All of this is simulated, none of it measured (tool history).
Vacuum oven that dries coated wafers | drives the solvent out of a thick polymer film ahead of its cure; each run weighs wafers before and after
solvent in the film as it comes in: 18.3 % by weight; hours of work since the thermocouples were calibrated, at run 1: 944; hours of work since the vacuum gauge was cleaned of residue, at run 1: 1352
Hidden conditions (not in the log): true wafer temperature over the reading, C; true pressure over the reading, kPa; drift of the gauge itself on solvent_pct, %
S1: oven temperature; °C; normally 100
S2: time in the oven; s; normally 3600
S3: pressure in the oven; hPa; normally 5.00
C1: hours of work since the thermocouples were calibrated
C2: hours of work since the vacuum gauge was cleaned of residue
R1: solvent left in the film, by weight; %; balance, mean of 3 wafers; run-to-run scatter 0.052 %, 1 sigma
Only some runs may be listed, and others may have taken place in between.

run   hour   S1    S2     S3    C1    C2    R1
  1    0.0  100  3600   5.00   944  1352  2.10
  2   47.3  100  3600   5.00   980  1388  2.21
  3   80.1  100  3600  13.60  1005  1413  3.42
  4  117.2  100  5340  13.60  1033  1441  2.91
  5  160.8  100  5340  13.60  1066  1475  2.89
  6  187.6  100  5340  13.60  1087  1495  2.99
  7  229.9  100  5340  13.60  1119  1527  3.00
  8  254.5   89  5220   4.40  1138  1546  4.03
  9  278.3  100  2760   4.74  1156  1564  2.86
 10  314.7   95  6300  15.27  1184  1592  4.12
 11  360.8   97  2040   5.37  1219  1627  5.23

Same runs, no hidden state in the tool, same run-to-run variation:
run    R1
  1  1.25
  2  1.35
  3  2.51
  4  2.06
  5  1.99
  6  2.09
  7  2.05
  8  2.61
  9  1.84
 10  2.90
 11  4.05

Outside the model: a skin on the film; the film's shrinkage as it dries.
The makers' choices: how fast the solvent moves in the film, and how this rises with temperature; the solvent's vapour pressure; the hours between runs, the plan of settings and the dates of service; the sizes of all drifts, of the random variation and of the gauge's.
